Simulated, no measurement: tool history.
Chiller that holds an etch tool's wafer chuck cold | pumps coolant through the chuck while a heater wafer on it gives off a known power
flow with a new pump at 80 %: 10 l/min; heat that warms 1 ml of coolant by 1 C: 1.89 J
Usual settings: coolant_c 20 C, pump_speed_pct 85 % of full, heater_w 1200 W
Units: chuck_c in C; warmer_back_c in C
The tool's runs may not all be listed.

run,day,coolant_c,pump_speed_pct,heater_w,chuck_c,warmer_back_c
1,0,20,85,1200,29.1,3.75
2,2.254,20,85,1200,29.2,3.7
3,5.525,20,85,1200,29,3.73
4,9.796,20,85,1200,29.3,3.78
5,11.946,20,85,1200,29.2,3.72
6,15.838,20,85,1200,29.1,3.77
7,18.238,20,85,1200,29.1,3.67
8,21.046,20,85,1200,29.1,3.7
9,22.938,20,85,1200,29.2,3.75
10,25.788,20,85,672,25.1,2.1
11,30.233,23,98,661,27.6,1.8
12,32.667,13,98,1706,25.1,4.63
13,36.433,13,67,1068,22.7,4.24
14,39.071,19,65,1210,30.2,4.96
# day 39.671: coolant pump overhauled
15,42.021,20,64,1200,31.6,5.04
16,45.383,16,75,1646,30.1,5.95
17,49.779,20,97,1200,28.6,3.35
18,53.946,25,81,816,31.8,2.72
19,56.662,26,75,645,31.7,2.31
20,58.554,12,60,1028,22.5,4.65

Forecast each of these 3 alternatives for the next run:
# day 59.858: coolant pump overhauled, once more
A,61.008,26,75,874,?,?
# day 59.858: coolant pump overhauled, once more
B,61.008,15,64,1028,?,?
# day 59.858: coolant pump overhauled, once more
C,61.008,10,61,748,?,?

run,chuck_c,warmer_back_c
A,33.3,3.01
B,24.6,4.1
C,17.2,3.06
Without the tool's hidden state the same runs would have given:
run,chuck_c,warmer_back_c
A,32.2,3.01
B,23.3,4.09
C,16.2,3.06
